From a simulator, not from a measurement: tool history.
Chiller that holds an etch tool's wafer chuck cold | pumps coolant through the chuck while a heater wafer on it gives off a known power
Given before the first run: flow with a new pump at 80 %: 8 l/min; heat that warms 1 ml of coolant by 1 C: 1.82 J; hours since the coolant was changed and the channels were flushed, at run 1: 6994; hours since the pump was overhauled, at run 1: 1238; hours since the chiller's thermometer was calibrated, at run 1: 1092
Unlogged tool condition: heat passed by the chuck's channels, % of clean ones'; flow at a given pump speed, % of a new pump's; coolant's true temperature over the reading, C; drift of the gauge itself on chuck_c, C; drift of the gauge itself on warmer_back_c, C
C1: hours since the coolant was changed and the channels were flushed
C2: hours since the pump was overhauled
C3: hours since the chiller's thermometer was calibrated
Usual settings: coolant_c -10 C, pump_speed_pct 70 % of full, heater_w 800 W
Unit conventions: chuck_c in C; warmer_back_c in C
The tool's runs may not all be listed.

run 1 hour=0.0 | coolant_c=-10 pump_speed_pct=70 heater_w=800 | C1=6994 C2=1238 C3=1092 | chuck_c=-2.1 warmer_back_c=3.78
run 2 hour=23.6 | coolant_c=-10 pump_speed_pct=64 heater_w=800 | C1=7017 C2=1262 C3=1115 | chuck_c=-1.5 warmer_back_c=4.11
run 3 hour=39.3 | coolant_c=-10 pump_speed_pct=64 heater_w=800 | C1=7033 C2=1277 C3=1131 | chuck_c=-1.5 warmer_back_c=4.10
run 4 hour=69.9 | coolant_c=-10 pump_speed_pct=77 heater_w=800 | C1=7063 C2=1308 C3=1161 | chuck_c=-2.7 warmer_back_c=3.38
-- hour=92.7 coolant changed, channels flushed
run 5 hour=105.6 | coolant_c=-5 pump_speed_pct=70 heater_w=800 | C1=13 C2=1338 C3=1191 | chuck_c=2.9 warmer_back_c=3.75
run 6 hour=135.7 | coolant_c=-10 pump_speed_pct=70 heater_w=800 | C1=43 C2=1368 C3=1221 | chuck_c=-2.2 warmer_back_c=3.70
run 7 hour=165.2 | coolant_c=-10 pump_speed_pct=70 heater_w=800 | C1=72 C2=1397 C3=1251 | chuck_c=-2.0 warmer_back_c=3.69
run 8 hour=190.1 | coolant_c=-10 pump_speed_pct=70 heater_w=837 | C1=97 C2=1422 C3=1276 | chuck_c=-1.8 warmer_back_c=3.82
run 9 hour=219.0 | coolant_c=-10 pump_speed_pct=70 heater_w=837 | C1=126 C2=1451 C3=1304 | chuck_c=-1.8 warmer_back_c=3.84
run 10 hour=238.7 | coolant_c=-10 pump_speed_pct=70 heater_w=837 | C1=146 C2=1471 C3=1324 | chuck_c=-1.8 warmer_back_c=3.79
run 11 hour=258.6 | coolant_c=-10 pump_speed_pct=70 heater_w=837 | C1=166 C2=1491 C3=1344 | chuck_c=-1.7 warmer_back_c=3.82
run 12 hour=288.5 | coolant_c=-10 pump_speed_pct=70 heater_w=800 | C1=196 C2=1521 C3=1374 | chuck_c=-2.3 warmer_back_c=3.64
run 13 hour=313.2 | coolant_c=-10 pump_speed_pct=70 heater_w=800 | C1=220 C2=1545 C3=1399 | chuck_c=-2.0 warmer_back_c=3.64
run 14 hour=332.5 | coolant_c=-10 pump_speed_pct=70 heater_w=800 | C1=240 C2=1565 C3=1418 | chuck_c=-2.3 warmer_back_c=3.64
run 15 hour=354.4 | coolant_c=-10 pump_speed_pct=70 heater_w=800 | C1=262 C2=1586 C3=1440 | chuck_c=-2.1 warmer_back_c=3.64
run 16 hour=381.8 | coolant_c=-10 pump_speed_pct=70 heater_w=800 | C1=289 C2=1614 C3=1467 | chuck_c=-2.3 warmer_back_c=3.60
run 17 hour=399.0 | coolant_c=-10 pump_speed_pct=87 heater_w=800 | C1=306 C2=1631 C3=1484 | chuck_c=-3.5 warmer_back_c=2.86
run 18 hour=421.4 | coolant_c=-10 pump_speed_pct=87 heater_w=800 | C1=329 C2=1653 C3=1507 | chuck_c=-3.7 warmer_back_c=2.85
run 19 hour=451.1 | coolant_c=0 pump_speed_pct=70 heater_w=800 | C1=358 C2=1683 C3=1537 | chuck_c=7.9 warmer_back_c=3.58
run 20 hour=476.2 | coolant_c=0 pump_speed_pct=70 heater_w=800 | C1=383 C2=1708 C3=1562 | chuck_c=8.0 warmer_back_c=3.57
run 21 hour=490.6 | coolant_c=0 pump_speed_pct=70 heater_w=800 | C1=398 C2=1723 C3=1576 | chuck_c=7.8 warmer_back_c=3.54
run 22 hour=514.6 | coolant_c=-11 pump_speed_pct=69 heater_w=878 | C1=422 C2=1747 C3=1600 | chuck_c=-2.3 warmer_back_c=3.94
run 23 hour=538.8 | coolant_c=-11 pump_speed_pct=69 heater_w=878 | C1=446 C2=1771 C3=1624 | chuck_c=-2.2 warmer_back_c=3.93
run 24 hour=558.9 | coolant_c=-11 pump_speed_pct=69 heater_w=878 | C1=466 C2=1791 C3=1644 | chuck_c=-2.3 warmer_back_c=3.92
run 25 hour=591.7 | coolant_c=-8 pump_speed_pct=63 heater_w=512 | C1=499 C2=1824 C3=1677 | chuck_c=-2.6 warmer_back_c=2.44
run 26 hour=624.5 | coolant_c=-7 pump_speed_pct=82 heater_w=512 | C1=532 C2=1857 C3=1710 | chuck_c=-2.8 warmer_back_c=1.74
run 27 hour=650.9 | coolant_c=-5 pump_speed_pct=85 heater_w=800 | C1=558 C2=1883 C3=1736 | chuck_c=1.6 warmer_back_c=2.83
run 28 hour=671.7 | coolant_c=-6 pump_speed_pct=70 heater_w=752 | C1=579 C2=1904 C3=1757 | chuck_c=1.4 warmer_back_c=3.21
run 29 hour=694.6 | coolant_c=-9 pump_speed_pct=61 heater_w=567 | C1=602 C2=1927 C3=1780 | chuck_c=-2.6 warmer_back_c=2.76
run 30 hour=724.0 | coolant_c=-9 pump_speed_pct=61 heater_w=567 | C1=631 C2=1956 C3=1809 | chuck_c=-2.8 warmer_back_c=2.74
-- hour=731.3 gauge calibrated
run 31 hour=757.0 | coolant_c=-9 pump_speed_pct=75 heater_w=721 | C1=664 C2=1989 C3=1843 | chuck_c=-2.5 warmer_back_c=3.16
run 32 hour=777.1 | coolant_c=-9 pump_speed_pct=75 heater_w=721 | C1=684 C2=2009 C3=1863 | chuck_c=-2.2 warmer_back_c=3.14
run 33 hour=794.2 | coolant_c=-16 pump_speed_pct=60 heater_w=662 | C1=702 C2=2026 C3=1880 | chuck_c=-8.4 warmer_back_c=3.60

Difference, measured minus no-hidden-state, one row per run. Run-to-run variation is common to both terms; the gauge's own scatter need not be:
run=1 warmer_back_c=+0.00
run=2 warmer_back_c=-0.01
run=3 warmer_back_c=-0.01
run=4 warmer_back_c=-0.03
run=5 warmer_back_c=-0.04
run=6 warmer_back_c=-0.06
run=7 warmer_back_c=-0.07
run=8 warmer_back_c=-0.08
run=9 warmer_back_c=-0.09
run=10 warmer_back_c=-0.10
run=11 warmer_back_c=-0.11
run=12 warmer_back_c=-0.12
run=13 warmer_back_c=-0.13
run=14 warmer_back_c=-0.14
run=15 warmer_back_c=-0.15
run=16 warmer_back_c=-0.17
run=17 warmer_back_c=-0.17
run=18 warmer_back_c=-0.18
run=19 warmer_back_c=-0.20
run=20 warmer_back_c=-0.21
run=21 warmer_back_c=-0.22
run=22 warmer_back_c=-0.23
run=23 warmer_back_c=-0.24
run=24 warmer_back_c=-0.24
run=25 warmer_back_c=-0.26
run=26 warmer_back_c=-0.28
run=27 warmer_back_c=-0.29
run=28 warmer_back_c=-0.30
run=29 warmer_back_c=-0.30
run=30 warmer_back_c=-0.32
run=31 warmer_back_c=-0.01
run=32 warmer_back_c=-0.02
run=33 warmer_back_c=-0.03
chuck_c without the hidden state stays within 0.1 C of what was measured, in all runs.
